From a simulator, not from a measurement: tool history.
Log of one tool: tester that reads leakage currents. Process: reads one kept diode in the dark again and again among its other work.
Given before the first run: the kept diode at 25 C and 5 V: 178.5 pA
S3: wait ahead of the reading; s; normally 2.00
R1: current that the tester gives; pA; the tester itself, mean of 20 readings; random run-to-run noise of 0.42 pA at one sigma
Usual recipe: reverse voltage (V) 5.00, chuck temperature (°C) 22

Run 1, day 0.000: usual settings. Result: R1 128.59 pA.
Run 2, day 1.417: usual settings. Result: R1 127.50 pA.
Run 3, day 2.821: usual settings but S3 5.74 s. Result: R1 127.10 pA.
At day 3.583: chuck's temperature calibrated.
Run 4, day 4.092: usual settings but S3 5.74 s. Result: R1 144.92 pA.
Run 5, day 5.517: usual settings but S3 5.74 s. Result: R1 145.27 pA.
Run 6, day 6.204: usual settings but S3 5.74 s. Result: R1 145.91 pA.
Run 7, day 7.138: usual settings but S3 5.74 s. Result: R1 145.31 pA.
Run 8, day 8.446: usual settings but S3 5.74 s. Result: R1 145.05 pA.
Run 9, day 9.842: usual settings but reverse voltage (V) 16.00. Result: R1 236.88 pA.
Run 10, day 10.971: usual settings but S3 1.87 s. Result: R1 145.87 pA.
Run 11, day 11.950: usual settings but S3 1.87 s. Result: R1 146.19 pA.
Run 12, day 13.150: usual settings but S3 1.87 s. Result: R1 146.10 pA.
Run 13, day 14.062: usual settings. Result: R1 146.80 pA.
Run 14, day 15.600: usual settings. Result: R1 146.60 pA.
Run 15, day 16.625: usual settings. Result: R1 145.95 pA.
Run 16, day 17.450: usual settings. Result: R1 146.25 pA.
Run 17, day 18.938: usual settings. Result: R1 146.18 pA.
Run 18, day 20.038: usual settings. Result: R1 146.79 pA.
Run 19, day 20.896: usual settings. Result: R1 145.96 pA.
Run 20, day 21.975: usual settings but reverse voltage (V) 2.74. Result: R1 115.14 pA.
Run 21, day 23.575: usual settings but reverse voltage (V) 2.74, S3 1.31 s. Result: R1 114.49 pA.
Run 22, day 25.025: usual settings but reverse voltage (V) 1.69, chuck temperature (°C) 28, S3 6.09 s. Result: R1 153.06 pA.
Run 23, day 26.567: usual settings but reverse voltage (V) 2.22, chuck temperature (°C) 48. Result: R1 752.58 pA.
Run 24, day 28.038: usual settings but reverse voltage (V) 9.87, S3 0.71 s. Result: R1 196.94 pA.
Run 25, day 29.662: usual settings but reverse voltage (V) 9.87, S3 0.71 s. Result: R1 198.05 pA.
Run 26, day 30.954: usual settings but reverse voltage (V) 9.87, S3 0.71 s. Result: R1 197.63 pA.
Run 27, day 31.900: usual settings but reverse voltage (V) 9.87, S3 0.71 s. Result: R1 196.75 pA.
Run 28, day 32.867: usual settings but reverse voltage (V) 13.24, chuck temperature (°C) 23, S3 1.29 s. Result: R1 241.27 pA.
Run 29, day 34.404: usual settings but reverse voltage (V) 13.24, chuck temperature (°C) 23, S3 4.42 s. Result: R1 238.59 pA.
Run 30, day 35.183: usual settings but reverse voltage (V) 13.24, chuck temperature (°C) 23, S3 4.42 s. Result: R1 240.23 pA.
Run 31, day 36.558: usual settings but reverse voltage (V) 13.24, chuck temperature (°C) 23, S3 4.42 s. Result: R1 239.84 pA.
Run 32, day 37.862: usual settings but reverse voltage (V) 13.24, chuck temperature (°C) 23, S3 4.42 s. Result: R1 239.63 pA.
Run 33, day 38.817: usual settings but reverse voltage (V) 2.58, chuck temperature (°C) 47, S3 9.59 s. Result: R1 735.12 pA.
Run 34, day 39.608: usual settings but reverse voltage (V) 5.85, chuck temperature (°C) 27, S3 1.08 s. Result: R1 230.48 pA.
Run 35, day 40.738: usual settings but reverse voltage (V) 17.15, chuck temperature (°C) 21, S3 0.38 s. Result: R1 247.24 pA.
Run 36, day 41.804: usual settings but reverse voltage (V) 17.15, chuck temperature (°C) 21, S3 0.38 s. Result: R1 247.40 pA.
Run 37, day 42.629: usual settings but reverse voltage (V) 10.66. Result: R1 204.49 pA.
Run 38, day 44.254: usual settings but chuck temperature (°C) 34. Result: R1 363.11 pA.
Run 39, day 45.862: usual settings but chuck temperature (°C) 58, S3 3.69 s. Result: R1 1992.14 pA.
Run 40, day 47.221: usual settings but reverse voltage (V) 2.44, chuck temperature (°C) 40, S3 0.50 s. Result: R1 432.69 pA.

Results per run with the tool's hidden condition removed, run-to-run variation unchanged:
The tool's hidden condition here consists of: stray current of the dirty probe card, pA a volt; current scale over the true one, %; true chuck temperature over the reading, C; drift of the gauge itself on leakage_pa, %.
run       R1
  1   140.60
  2   139.37
  3   138.91
  4   138.94
  5   139.25
  6   139.85
  7   139.26
  8   138.99
  9   213.88
 10   139.75
 11   140.03
 12   139.92
 13   140.57
 14   140.32
 15   139.69
 16   139.95
 17   139.86
 18   140.43
 19   139.61
 20   112.51
 21   111.90
 22   153.66
 23   767.12
 24   181.24
 25   182.08
 26   181.57
 27   180.64
 28   218.49
 29   215.63
 30   217.00
 31   216.42
 32   216.02
 33   754.34
 34   224.65
 35   212.74
 36   212.61
 37   185.10
 38   364.89
 39  2054.01
 40   444.40
